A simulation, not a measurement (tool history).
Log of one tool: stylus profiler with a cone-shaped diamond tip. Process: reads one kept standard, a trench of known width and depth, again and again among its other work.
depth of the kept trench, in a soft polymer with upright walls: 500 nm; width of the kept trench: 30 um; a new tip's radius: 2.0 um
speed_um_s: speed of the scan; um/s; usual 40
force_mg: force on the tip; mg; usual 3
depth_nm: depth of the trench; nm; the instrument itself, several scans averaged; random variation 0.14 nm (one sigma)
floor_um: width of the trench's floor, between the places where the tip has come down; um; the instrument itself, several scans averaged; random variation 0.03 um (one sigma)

Run 1, hour 0: usual settings. Result: depth_nm 506.68 nm, floor_um 26.35 um.
Run 2, hour 30.7: usual settings. Result: depth_nm 506.73 nm, floor_um 26.24 um.
Run 3, hour 73.7: usual settings. Result: depth_nm 506.69 nm, floor_um 26.24 um.
Run 4, hour 114.8: usual settings but speed_um_s 12 um/s. Result: depth_nm 506.61 nm, floor_um 26.3 um.
Run 5, hour 145.3: usual settings but speed_um_s 12 um/s, force_mg 2.35 mg. Result: depth_nm 505.76 nm, floor_um 26.33 um.
Run 6, hour 185.5: usual settings but speed_um_s 32 um/s, force_mg 2.35 mg. Result: depth_nm 505.82 nm, floor_um 26.25 um.
Run 7, hour 228: usual settings. Result: depth_nm 506.73 nm, floor_um 26.15 um.
Run 8, hour 273.9: usual settings but speed_um_s 59 um/s. Result: depth_nm 506.79 nm, floor_um 26.05 um.
Run 9, hour 297.4: usual settings but speed_um_s 59 um/s. Result: depth_nm 506.77 nm, floor_um 26.08 um.
Run 10, hour 345.9: usual settings but speed_um_s 59 um/s. Result: depth_nm 506.76 nm, floor_um 26.13 um.
Run 11, hour 383.9: usual settings but speed_um_s 59 um/s. Result: depth_nm 506.75 nm, floor_um 26.11 um.
Run 12, hour 431.3: usual settings but speed_um_s 59 um/s, force_mg 5.96 mg. Result: depth_nm 509.74 nm, floor_um 26.1 um.
Run 13, hour 461: usual settings but speed_um_s 59 um/s, force_mg 5.96 mg. Result: depth_nm 509.91 nm, floor_um 26.11 um.
At hour 466.1: height scale calibrated on a step standard.
Run 14, hour 508.1: usual settings but speed_um_s 59 um/s, force_mg 5.96 mg. Result: depth_nm 510.64 nm, floor_um 26.08 um.
Run 15, hour 537.2: usual settings but speed_um_s 59 um/s, force_mg 5.96 mg. Result: depth_nm 510.68 nm, floor_um 26.09 um.
Run 16, hour 576.2: usual settings but speed_um_s 59 um/s, force_mg 5.96 mg. Result: depth_nm 510.86 nm, floor_um 26.09 um.
Run 17, hour 612.4: usual settings but speed_um_s 59 um/s, force_mg 5.96 mg. Result: depth_nm 510.78 nm, floor_um 26.01 um.
Run 18, hour 642.1: usual settings but speed_um_s 82 um/s. Result: depth_nm 508.07 nm, floor_um 25.78 um.
Run 19, hour 684.2: usual settings but speed_um_s 82 um/s. Result: depth_nm 508.08 nm, floor_um 25.77 um.
At hour 714.2: height scale calibrated on a step standard, once more.
Run 20, hour 719.7: usual settings but speed_um_s 82 um/s. Result: depth_nm 505.34 nm, floor_um 25.78 um.
Run 21, hour 761.2: usual settings but speed_um_s 82 um/s. Result: depth_nm 505.21 nm, floor_um 25.73 um.
Run 22, hour 809: usual settings but speed_um_s 82 um/s. Result: depth_nm 505.61 nm, floor_um 25.78 um.
Run 23, hour 850.4: usual settings. Result: depth_nm 505.54 nm, floor_um 25.87 um.
Run 24, hour 902.2: usual settings but force_mg 6.15 mg. Result: depth_nm 509.16 nm, floor_um 25.98 um.
Run 25, hour 953.6: usual settings but force_mg 6.15 mg. Result: depth_nm 508.91 nm, floor_um 25.94 um.
Run 26, hour 981.9: usual settings but force_mg 6.15 mg. Result: depth_nm 508.94 nm, floor_um 25.96 um.
Run 27, hour 1028.9: usual settings but force_mg 6.15 mg. Result: depth_nm 508.75 nm, floor_um 25.84 um.
Run 28, hour 1052.8: usual settings but force_mg 6.15 mg. Result: depth_nm 508.91 nm, floor_um 25.94 um.
Run 29, hour 1101.8: usual settings but force_mg 6.75 mg. Result: depth_nm 509.2 nm, floor_um 25.94 um.
Run 30, hour 1134.5: usual settings but speed_um_s 56 um/s, force_mg 2.22 mg. Result: depth_nm 504.78 nm, floor_um 25.62 um.
Run 31, hour 1159.8: usual settings but speed_um_s 32 um/s, force_mg 1.22 mg. Result: depth_nm 503.57 nm, floor_um 25.74 um.
Run 32, hour 1199.5: usual settings but speed_um_s 32 um/s, force_mg 1.22 mg. Result: depth_nm 503.53 nm, floor_um 25.75 um.
Run 33, hour 1235.8: usual settings but speed_um_s 32 um/s, force_mg 1.22 mg. Result: depth_nm 503.55 nm, floor_um 25.7 um.
Run 34, hour 1267.4: usual settings but speed_um_s 147 um/s, force_mg 2.06 mg. Result: depth_nm 504.62 nm, floor_um 25.12 um.
Run 35, hour 1310.2: usual settings but speed_um_s 147 um/s, force_mg 2.06 mg. Result: depth_nm 504.62 nm, floor_um 25.11 um.
Run 36, hour 1347: usual settings but speed_um_s 18 um/s, force_mg 3.55 mg. Result: depth_nm 506.5 nm, floor_um 25.87 um.
Run 37, hour 1381: usual settings but speed_um_s 111 um/s, force_mg 3.71 mg. Result: depth_nm 506.55 nm, floor_um 25.41 um.
Run 38, hour 1432.6: usual settings but speed_um_s 17 um/s, force_mg 3.71 mg. Result: depth_nm 506.74 nm, floor_um 25.81 um.
Run 39, hour 1453.8: usual settings but speed_um_s 70 um/s, force_mg 1.52 mg. Result: depth_nm 504.16 nm, floor_um 25.42 um.
Run 40, hour 1489.6: usual settings but force_mg 4.78 mg. Result: depth_nm 507.94 nm, floor_um 25.76 um.
Run 41, hour 1535.1: usual settings but force_mg 1.1 mg. Result: depth_nm 503.41 nm, floor_um 25.48 um.
Run 42, hour 1573.1: usual settings but speed_um_s 28 um/s, force_mg 5.16 mg. Result: depth_nm 508.12 nm, floor_um 25.75 um.
Run 43, hour 1595.4: usual settings but speed_um_s 130 um/s, force_mg 8.68 mg. Result: depth_nm 511.54 nm, floor_um 25.42 um.
Run 44, hour 1618.8: usual settings but speed_um_s 22 um/s, force_mg 1.46 mg. Result: depth_nm 503.92 nm, floor_um 25.68 um.
Run 45, hour 1668.3: usual settings but speed_um_s 22 um/s, force_mg 1.58 mg. Result: depth_nm 504.69 nm, floor_um 25.65 um.

Forecast each of these 4 alternatives for the next run:
Run A, hour 1715.2: usual settings but speed_um_s 27 um/s, force_mg 1.56 mg. Result: depth_nm ?, floor_um ?.
Run B, hour 1715.2: usual settings but speed_um_s 91 um/s, force_mg 2.47 mg. Result: depth_nm ?, floor_um ?.
Run C, hour 1715.2: usual settings but speed_um_s 79 um/s, force_mg 1.41 mg. Result: depth_nm ?, floor_um ?.
Run D, hour 1715.2: usual settings but force_mg 1.33 mg. Result: depth_nm ?, floor_um ?.

run  depth_nm  floor_um
  A    504.23      25.6
  B    505.76     25.31
  C    504.07     25.29
  D    504.32      25.5
Without the tool's hidden state the same runs would have given:
run  depth_nm  floor_um
  A    503.21     27.17
  B    504.74     26.88
  C    503.05     26.86
  D     503.3     27.07
